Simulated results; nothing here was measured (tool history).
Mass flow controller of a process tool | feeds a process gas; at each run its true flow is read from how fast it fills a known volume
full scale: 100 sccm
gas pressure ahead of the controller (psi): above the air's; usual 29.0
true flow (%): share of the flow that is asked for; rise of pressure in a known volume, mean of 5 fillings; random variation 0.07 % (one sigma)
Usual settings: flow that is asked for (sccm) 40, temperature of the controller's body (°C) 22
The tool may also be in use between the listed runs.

run,hour,flow that is asked for (sccm),gas pressure ahead of the controller (psi),temperature of the controller's body (°C),true flow (%)
1,0.0,40,29.0,22,98.38
2,138.0,40,29.0,22,98.49
3,293.7,40,29.0,33,98.13
4,360.9,89,29.0,22,99.97
5,503.1,89,29.0,22,99.89
6,581.2,40,34.4,22,98.38
7,681.9,40,29.0,22,98.52
8,826.5,40,29.0,22,98.50
9,926.0,40,29.0,22,98.50
10,995.8,75,29.0,22,99.73
11,1149.5,40,29.0,29,98.43
12,1301.2,14,29.0,29,98.02
13,1396.3,14,29.0,29,97.96
14,1487.8,22,29.0,22,98.27
15,1570.0,40,27.3,22,98.56
16,1655.8,40,27.3,22,98.59
17,1785.7,40,27.3,22,98.73
18,1944.2,40,27.3,22,98.72
19,2099.2,40,27.3,22,98.76
20,2221.3,40,22.8,22,98.98
21,2328.4,40,29.0,22,98.79
22,2440.2,40,29.0,22,98.68
23,2526.4,40,29.0,22,98.66
24,2596.7,40,29.0,22,98.81
25,2725.9,91,29.0,32,99.96
26,2853.6,95,23.6,26,100.37
27,3004.6,27,25.4,22,98.57
28,3094.9,15,37.1,21,98.27
29,3188.5,15,21.2,22,98.90
30,3342.7,57,29.0,22,99.30
31,3445.8,33,35.5,34,98.03
32,3547.1,40,30.3,21,98.95
33,3692.7,22,33.5,38,97.77
34,3782.0,22,33.5,38,97.91
35,3934.4,19,33.5,38,97.84
36,4053.6,19,33.5,24,98.44
37,4210.8,40,20.7,29,98.82
38,4283.2,40,20.7,29,99.06
39,4422.2,11,20.7,29,99.03
40,4488.9,11,20.7,29,99.04
41,4559.9,17,21.6,38,98.55
42,4692.9,63,20.6,22,99.83
43,4814.9,63,20.6,22,99.72
44,4920.4,15,29.0,24,98.65
45,5034.5,36,29.0,21,98.83
46,5154.7,36,29.0,21,99.01
47,5260.3,87,27.1,38,100.01
48,5359.3,87,27.1,38,99.83

Some steps in true flow (%) between neighbouring runs. How much of each would the tool show without its hidden state too (settings, what came in, random variation), and how much is left for the hidden state, with any gauge scatter that isn't in both results?
The hidden state here: flow at rest that the sensor doesn't see, % of full scale; true flow over the shown one, %; drift of the gauge itself on true_pct, %.
Run 3 -> 4: flow that is asked for (sccm) 40 -> 89, temperature of the controller's body (°C) 33 -> 22. true flow (%) +1.84: hidden state -0.07, all else +1.91.
Run 5 -> 6: flow that is asked for (sccm) 89 -> 40, gas pressure ahead of the controller (psi) 29.0 -> 34.4. true flow (%) -1.51: hidden state +0.08, all else -1.59.
Run 26 -> 27: flow that is asked for (sccm) 95 -> 27, gas pressure ahead of the controller (psi) 23.6 -> 25.4, temperature of the controller's body (°C) 26 -> 22. true flow (%) -1.80: hidden state +0.32, all else -2.12.
Run 38 -> 39: flow that is asked for (sccm) 40 -> 11. true flow (%) -0.03: hidden state +0.98, all else -1.01.
Run 41 -> 42: flow that is asked for (sccm) 17 -> 63, gas pressure ahead of the controller (psi) 21.6 -> 20.6, temperature of the controller's body (°C) 38 -> 22. true flow (%) +1.28: hidden state -0.63, all else +1.91.
Run 43 -> 44: flow that is asked for (sccm) 63 -> 15, gas pressure ahead of the controller (psi) 20.6 -> 29.0, temperature of the controller's body (°C) 22 -> 24. true flow (%) -1.07: hidden state +0.80, all else -1.87.

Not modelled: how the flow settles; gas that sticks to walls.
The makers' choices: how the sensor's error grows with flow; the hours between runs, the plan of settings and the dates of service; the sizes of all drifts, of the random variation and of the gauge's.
